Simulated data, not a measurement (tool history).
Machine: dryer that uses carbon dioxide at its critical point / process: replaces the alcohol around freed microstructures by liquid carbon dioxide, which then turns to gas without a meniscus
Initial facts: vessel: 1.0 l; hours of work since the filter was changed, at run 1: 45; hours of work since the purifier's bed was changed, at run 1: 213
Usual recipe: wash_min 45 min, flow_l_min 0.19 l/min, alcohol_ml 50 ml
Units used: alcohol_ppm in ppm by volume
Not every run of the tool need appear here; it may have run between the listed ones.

| run | hour | wash_min | flow_l_min | alcohol_ml | hours of work since the filter was changed | hours of work since the purifier's bed was changed | alcohol_ppm |
|---|---|---|---|---|---|---|---|
| 1 | 0 | 45 | 0.19 | 50 | 45 | 213 | 103 |
| 2 | 13.3 | 45 | 0.226 | 50 | 50 | 218 | 75 |
| 3 | 26.8 | 45 | 0.226 | 50 | 55 | 223 | 78 |
| 4 | 48.3 | 45 | 0.19 | 50 | 63 | 231 | 129 |
| 5 | 70.2 | 45 | 0.144 | 50 | 71 | 239 | 355 |
| 6 | 91.9 | 45 | 0.144 | 50 | 79 | 246 | 375 |
| 7 | 110.9 | 45 | 0.144 | 50 | 86 | 253 | 376 |
| 8 | 137 | 45 | 0.144 | 50 | 95 | 263 | 401 |
| 9 | 152 | 41 | 0.19 | 50 | 101 | 268 | 193 |
| 10 | 167.2 | 41 | 0.19 | 50 | 106 | 274 | 189 |
| 11 | 195.9 | 49 | 0.121 | 50 | 117 | 285 | 664 |
| 12 | 213.9 | 47 | 0.223 | 50 | 123 | 291 | 92 |
| 13 | 241.2 | 28 | 0.223 | 117 | 133 | 301 | 1046 |
| 14 | 268.6 | 47 | 0.19 | 50 | 143 | 311 | 137 |
| 15 | 287.5 | 41 | 0.277 | 104 | 150 | 318 | 115 |
| 16 | 309.9 | 41 | 0.277 | 104 | 158 | 326 | 103 |
| 17 | 335.4 | 40 | 0.175 | 104 | 168 | 336 | 681 |
| 18 | 356 | 40 | 0.175 | 104 | 175 | 343 | 672 |
| 19 | 374.6 | 45 | 0.171 | 47 | 182 | 350 | 263 |
| 20 | 394 | 45 | 0.171 | 47 | 189 | 357 | 281 |

What if the next run were any one of these 3? Each begins from the tool's condition after run 20:
| A | 405.6 | 45 | 0.239 | 47 | 193 | 361 | ? |
| B | 405.6 | 30 | 0.171 | 95 | 193 | 361 | ? |
| C | 405.6 | 37 | 0.19 | 30 | 193 | 361 | ? |

| run | alcohol_ppm |
|---|---|
| A | 122 |
| B | 2373 |
| C | 281 |
Take away the tool's hidden state, keep each run's random variation, and the runs would have read:
| run | alcohol_ppm |
|---|---|
| A | 9 |
| B | 1213 |
| C | 82 |
